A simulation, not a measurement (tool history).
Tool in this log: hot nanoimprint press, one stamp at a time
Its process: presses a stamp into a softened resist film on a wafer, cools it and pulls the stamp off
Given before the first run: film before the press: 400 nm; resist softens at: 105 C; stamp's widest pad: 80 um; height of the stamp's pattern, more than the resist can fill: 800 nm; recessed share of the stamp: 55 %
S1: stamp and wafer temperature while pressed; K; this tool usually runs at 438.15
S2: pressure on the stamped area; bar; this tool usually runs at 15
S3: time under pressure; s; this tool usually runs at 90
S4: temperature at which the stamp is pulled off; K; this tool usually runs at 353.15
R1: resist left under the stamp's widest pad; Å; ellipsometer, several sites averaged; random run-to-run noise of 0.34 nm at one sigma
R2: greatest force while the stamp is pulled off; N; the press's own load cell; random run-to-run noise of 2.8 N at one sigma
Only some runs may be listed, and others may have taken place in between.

run	day	S1	S2	S3	S4	R1	R2
1	0	438.15	15	90	353.15	2184	186
2	3.312	438.15	15	90	353.15	2177	215
# day 5.658: stamp cleaned and given a new release coat
3	7.467	438.15	15	90	353.15	2172	205
4	10.562	438.15	15	90	353.15	2161	225
# day 11.3: stamp cleaned and given a new release coat
5	13.533	441.15	15	90	353.15	1957	202
# day 17.008: stamp cleaned and given a new release coat
6	17.529	441.15	15	90	353.15	1945	193
# day 19.217: plate thermocouple calibrated
7	20.833	438.15	15	90	353.15	2122	217
# day 22.85: stamp cleaned and given a new release coat
8	23.333	438.15	15	90	353.15	2120	189
# day 26.454: plate thermocouple calibrated, once more
9	26.967	438.15	15	90	353.15	2193	227
# day 28.738: stamp cleaned and given a new release coat
10	30.817	438.15	15	90	353.15	2188	208
# day 33.6: press's hydraulic seals changed and the load cell set to zero
# day 34.683: stamp cleaned and given a new release coat
11	34.683	438.15	15	90	353.15	2158	189
12	37.2	438.15	15	90	350.15	2146	211
13	39.967	438.15	15	90	350.15	2137	239
# day 40.512: stamp cleaned and given a new release coat
14	43.008	438.15	15	90	350.15	2134	208
# day 46.25: stamp cleaned and given a new release coat
15	46.704	438.15	15	90	350.15	2131	202
# day 49.25: plate thermocouple calibrated
16	50.038	438.15	15	90	350.15	2191	230
# day 51.967: stamp cleaned and given a new release coat
17	52.438	427.15	22.1	144	339.15	2353	224
18	54.162	438.15	17.1	126	353.15	1826	206
# day 57.762: stamp cleaned and given a new release coat
19	57.858	427.15	17.7	126	341.15	2628	213
20	60.054	430.15	23.5	126	340.15	2137	238
21	61.996	431.15	19	133	348.15	2184	232
# day 63.579: stamp cleaned and given a new release coat
22	64.15	438.15	21.2	90	353.15	1878	189
23	66.317	449.15	14.3	90	353.15	1535	212
24	68.425	436.15	11.8	146	353.15	2119	225
# day 69.217: stamp cleaned and given a new release coat
25	71.262	436.15	11.8	146	353.15	2119	207

Estimate the outcome of run 26 from the log above:
# day 71.617: plate thermocouple calibrated
26	73.208	436.15	11.8	146	353.15	?	?

{"run 26": {"R1": 2179, "R2": 221}}
Take away the tool's hidden state, keep the run-to-run variation as it was, and the same run would have given R1 2173 Å, R2 190 N.
